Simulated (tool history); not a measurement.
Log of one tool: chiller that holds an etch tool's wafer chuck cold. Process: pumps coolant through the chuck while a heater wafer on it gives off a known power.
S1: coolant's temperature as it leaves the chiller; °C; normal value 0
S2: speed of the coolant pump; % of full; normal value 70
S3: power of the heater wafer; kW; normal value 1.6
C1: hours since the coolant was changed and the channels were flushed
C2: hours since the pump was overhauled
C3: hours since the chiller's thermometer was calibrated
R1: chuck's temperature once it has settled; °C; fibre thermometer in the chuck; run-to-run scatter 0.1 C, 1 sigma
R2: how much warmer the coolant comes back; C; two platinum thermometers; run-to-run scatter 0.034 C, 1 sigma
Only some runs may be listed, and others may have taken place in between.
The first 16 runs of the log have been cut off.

run 17 hour=1231.6 | S1=-8 S2=79 S3=1.192 | C1=6913 C2=1699 C3=1072 | R1=0 R2=3.28
run 18 hour=1290 | S1=-8 S2=79 S3=1.192 | C1=6971 C2=1757 C3=1131 | R1=0 R2=3.3
run 19 hour=1388.3 | S1=-8 S2=79 S3=1.192 | C1=7069 C2=1855 C3=1229 | R1=0 R2=3.23
run 20 hour=1468.8 | S1=2 S2=90 S3=0.82 | C1=7150 C2=1936 C3=1309 | R1=6.9 R2=1.91
run 21 hour=1523.6 | S1=2 S2=66 S3=2.271 | C1=7205 C2=1991 C3=1364 | R1=19.1 R2=7.46
run 22 hour=1636.5 | S1=0 S2=94 S3=1.033 | C1=7318 C2=2104 C3=1477 | R1=6.1 R2=2.36
run 23 hour=1701.8 | S1=0 S2=94 S3=1.033 | C1=7383 C2=2169 C3=1542 | R1=6.3 R2=2.33
run 24 hour=1798.6 | S1=0 S2=94 S3=1.033 | C1=7480 C2=2266 C3=1639 | R1=6 R2=2.35
run 25 hour=1856.5 | S1=2 S2=63 S3=1.273 | C1=7538 C2=2324 C3=1697 | R1=12 R2=4.34
run 26 hour=1919.1 | S1=0 S2=100 S3=1.6 | C1=7600 C2=2386 C3=1760 | R1=9.1 R2=3.46
run 27 hour=1973.9 | S1=0 S2=93 S3=1.06 | C1=7655 C2=2441 C3=1814 | R1=6.5 R2=2.37
run 28 hour=2027.3 | S1=0 S2=98 S3=0.936 | C1=7708 C2=2494 C3=1868 | R1=5.3 R2=1.99
run 29 hour=2117 | S1=0 S2=98 S3=0.936 | C1=7798 C2=2584 C3=1958 | R1=5.5 R2=2
run 30 hour=2186.7 | S1=3 S2=74 S3=1.077 | C1=7868 C2=2654 C3=2027 | R1=10.6 R2=3.09
run 31 hour=2264.1 | S1=8 S2=80 S3=1.6 | C1=7945 C2=2731 C3=2105 | R1=18.6 R2=4.32

Below are 4 alternative next runs, each starting from the tool's condition after run 31. Predict each:
run A hour=2347.9 | S1=-3 S2=69 S3=1.501 | C1=8029 C2=2815 C3=2189 | R1=? R2=?
run B hour=2347.9 | S1=-1 S2=79 S3=1.6 | C1=8029 C2=2815 C3=2189 | R1=? R2=?
run C hour=2347.9 | S1=8 S2=70 S3=1.026 | C1=8029 C2=2815 C3=2189 | R1=? R2=?
run D hour=2347.9 | S1=10 S2=63 S3=0.829 | C1=8029 C2=2815 C3=2189 | R1=? R2=?

run=A R1=8 R2=4.57
run=B R1=9.7 R2=4.29
run=C R1=15.3 R2=3.09
run=D R1=16.3 R2=2.72
Without the tool's hidden state the same runs would have given:
run=A R1=8 R2=4.72
run=B R1=9.7 R2=4.44
run=C R1=15.2 R2=3.24
run=D R1=16.3 R2=2.88
